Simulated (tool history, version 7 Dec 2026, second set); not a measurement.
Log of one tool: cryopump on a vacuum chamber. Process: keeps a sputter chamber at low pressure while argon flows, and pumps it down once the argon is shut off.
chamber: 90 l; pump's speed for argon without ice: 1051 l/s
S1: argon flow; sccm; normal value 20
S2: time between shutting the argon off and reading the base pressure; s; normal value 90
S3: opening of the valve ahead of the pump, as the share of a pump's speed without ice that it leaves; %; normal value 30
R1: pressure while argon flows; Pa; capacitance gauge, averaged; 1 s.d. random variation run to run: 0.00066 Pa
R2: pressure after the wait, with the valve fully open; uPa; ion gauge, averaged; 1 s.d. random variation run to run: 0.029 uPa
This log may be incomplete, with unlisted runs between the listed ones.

run	day	S1	S2	S3	R1	R2
1	0.000	20	90	30	0.1083	2.81
2	1.958	20	90	30	0.1086	2.92
3	3.779	20	90	30	0.1085	2.92
4	5.417	20	90	36	0.0899	2.90
5	7.150	20	30	36	0.0908	5.07
6	9.479	20	30	36	0.0905	5.07
7	10.946	20	90	21	0.1545	2.99
8	12.833	20	188	30	0.1080	2.48
9	13.996	20	188	30	0.1093	2.47
10	15.450	20	188	30	0.1085	2.60
11	17.225	20	188	30	0.1088	2.50
12	18.238	20	90	30	0.1093	3.06
13	19.929	20	44	30	0.1090	4.28
14	21.412	20	44	30	0.1089	4.29
# day 21.646: leaking fittings of the chamber tightened, without venting
15	23.838	20	44	30	0.1106	2.57
16	25.379	20	90	30	0.1100	1.46
17	27.425	20	90	30	0.1102	1.46
18	29.567	20	67	30	0.1109	1.78
19	31.825	9	45	30	0.0494	2.59
20	32.958	9	45	30	0.0491	2.50
21	33.962	9	45	30	0.0485	2.58
22	35.217	20	90	16	0.2059	1.49
23	36.542	20	90	16	0.2059	1.48
24	38.033	11	90	16	0.1131	1.60
25	39.771	16	224	58	0.0474	0.97
26	41.975	16	176	53	0.0523	1.04
27	43.350	16	176	19	0.1387	1.04
28	44.779	13	136	16	0.1343	1.23
29	46.150	11	206	33	0.0568	0.96
30	47.450	11	206	33	0.0573	0.99
31	49.433	11	206	33	0.0571	1.01
32	51.071	19	90	30	0.1068	1.64
33	52.958	19	81	30	0.1065	1.76
34	54.438	31	90	18	0.2875	1.70
35	56.075	20	90	48	0.0736	1.70

3 ways to go on from here, each from the tool as it stands after run 35. What would each give?
A	57.296	12	100	18	?	?
B	57.296	20	90	15	?	?
C	57.296	20	126	41	?	?

run	R1	R2
A	0.1108	1.63
B	0.2200	1.76
C	0.0853	1.42
What these runs would have given with no unlogged condition in the tool:
run	R1	R2
A	0.1069	1.28
B	0.2135	1.40
C	0.0788	1.07
